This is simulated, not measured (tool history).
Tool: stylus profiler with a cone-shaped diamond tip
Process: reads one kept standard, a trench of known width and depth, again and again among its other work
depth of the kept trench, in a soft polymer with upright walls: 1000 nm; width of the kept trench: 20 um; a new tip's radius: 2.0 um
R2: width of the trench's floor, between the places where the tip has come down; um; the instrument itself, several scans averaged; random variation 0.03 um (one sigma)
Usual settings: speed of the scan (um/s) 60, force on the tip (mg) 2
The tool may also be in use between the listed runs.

Run 1, hour 0: usual settings. Result: depth of the trench (nm) 1008.22, R2 16.34 um.
Run 2, hour 32.9: usual settings. Result: depth of the trench (nm) 1008.52, R2 16.31 um.
Run 3, hour 59.6: usual settings. Result: depth of the trench (nm) 1008.43, R2 16.32 um.
Run 4, hour 91.4: usual settings but force on the tip (mg) 0.94. Result: depth of the trench (nm) 1004.93, R2 16.25 um.
Run 5, hour 127.8: usual settings but force on the tip (mg) 0.94. Result: depth of the trench (nm) 1005.32, R2 16.24 um.
Run 6, hour 146.6: usual settings but force on the tip (mg) 0.94. Result: depth of the trench (nm) 1004.61, R2 16.25 um.
Run 7, hour 183.1: usual settings. Result: depth of the trench (nm) 1008.34, R2 16.37 um.
Run 8, hour 216.3: usual settings. Result: depth of the trench (nm) 1008.38, R2 16.31 um.
Run 9, hour 236.1: usual settings. Result: depth of the trench (nm) 1007.38, R2 16.36 um.
Run 10, hour 266.3: usual settings. Result: depth of the trench (nm) 1008.16, R2 16.32 um.
Run 11, hour 304.4: usual settings but force on the tip (mg) 0.72. Result: depth of the trench (nm) 1004.01, R2 16.24 um.
Run 12, hour 348.4: usual settings but force on the tip (mg) 1.54. Result: depth of the trench (nm) 1007.03, R2 16.25 um.
Run 13, hour 383.9: usual settings but force on the tip (mg) 1.54. Result: depth of the trench (nm) 1006.44, R2 16.34 um.
Run 14, hour 416.9: usual settings but force on the tip (mg) 2.02. Result: depth of the trench (nm) 1008.26, R2 16.31 um.
Run 15, hour 451.1: usual settings but force on the tip (mg) 2.02. Result: depth of the trench (nm) 1008.01, R2 16.35 um.
Run 16, hour 472.7: usual settings but speed of the scan (um/s) 231, force on the tip (mg) 0.92. Result: depth of the trench (nm) 1005.02, R2 15.41 um.
Run 17, hour 492.6: usual settings but speed of the scan (um/s) 231, force on the tip (mg) 0.92. Result: depth of the trench (nm) 1004.93, R2 15.42 um.
Run 18, hour 517.6: usual settings but speed of the scan (um/s) 17, force on the tip (mg) 3.22. Result: depth of the trench (nm) 1011.28, R2 16.52 um.
Run 19, hour 560.5: usual settings but speed of the scan (um/s) 17, force on the tip (mg) 3.22. Result: depth of the trench (nm) 1011.41, R2 16.46 um.
Run 20, hour 581.5: usual settings but speed of the scan (um/s) 17, force on the tip (mg) 3.22. Result: depth of the trench (nm) 1011.11, R2 16.46 um.
Run 21, hour 609.2: usual settings but speed of the scan (um/s) 86, force on the tip (mg) 2.6. Result: depth of the trench (nm) 1009.73, R2 16.24 um.
Run 22, hour 645.8: usual settings but speed of the scan (um/s) 19, force on the tip (mg) 1.46. Result: depth of the trench (nm) 1006.66, R2 16.45 um.
Run 23, hour 689.4: usual settings but speed of the scan (um/s) 167, force on the tip (mg) 4.26. Result: depth of the trench (nm) 1013.65, R2 16.18 um.
Run 24, hour 719.3: usual settings but speed of the scan (um/s) 167, force on the tip (mg) 4.26. Result: depth of the trench (nm) 1013.32, R2 16.14 um.
Run 25, hour 746.2: usual settings but speed of the scan (um/s) 213, force on the tip (mg) 2.91. Result: depth of the trench (nm) 1010.43, R2 15.98 um.
Run 26, hour 781.2: usual settings but speed of the scan (um/s) 213, force on the tip (mg) 2.91. Result: depth of the trench (nm) 1010.77, R2 15.9 um.
Run 27, hour 813.5: usual settings but speed of the scan (um/s) 19, force on the tip (mg) 5.85. Result: depth of the trench (nm) 1016.5, R2 16.49 um.
Run 28, hour 847.9: usual settings but speed of the scan (um/s) 216, force on the tip (mg) 4.51. Result: depth of the trench (nm) 1013.73, R2 16.03 um.
Run 29, hour 882.7: usual settings but speed of the scan (um/s) 211, force on the tip (mg) 1.55. Result: depth of the trench (nm) 1006.91, R2 15.76 um.
Run 30, hour 909.9: usual settings but speed of the scan (um/s) 211, force on the tip (mg) 1.55. Result: depth of the trench (nm) 1006.87, R2 15.72 um.

4 ways to go on from here, each from the tool as it stands after run 30. What would each give?
Run A, hour 945.8: usual settings but speed of the scan (um/s) 21, force on the tip (mg) 4.39. Result: depth of the trench (nm) ?, R2 ?.
Run B, hour 945.8: usual settings but speed of the scan (um/s) 113. Result: depth of the trench (nm) ?, R2 ?.
Run C, hour 945.8: usual settings but speed of the scan (um/s) 88, force on the tip (mg) 2.21. Result: depth of the trench (nm) ?, R2 ?.
Run D, hour 945.8: usual settings but speed of the scan (um/s) 49, force on the tip (mg) 2.67. Result: depth of the trench (nm) ?, R2 ?.

run  depth of the trench (nm)     R2
  A                   1013.69  16.45
  B                   1008.64  16.09
  C                   1008.99  16.25
  D                   1009.68  16.35
Without the tool's hidden state the same runs would have given:
run  depth of the trench (nm)     R2
  A                   1013.71  16.47
  B                   1008.66  16.11
  C                      1009  16.27
  D                    1009.7  16.37

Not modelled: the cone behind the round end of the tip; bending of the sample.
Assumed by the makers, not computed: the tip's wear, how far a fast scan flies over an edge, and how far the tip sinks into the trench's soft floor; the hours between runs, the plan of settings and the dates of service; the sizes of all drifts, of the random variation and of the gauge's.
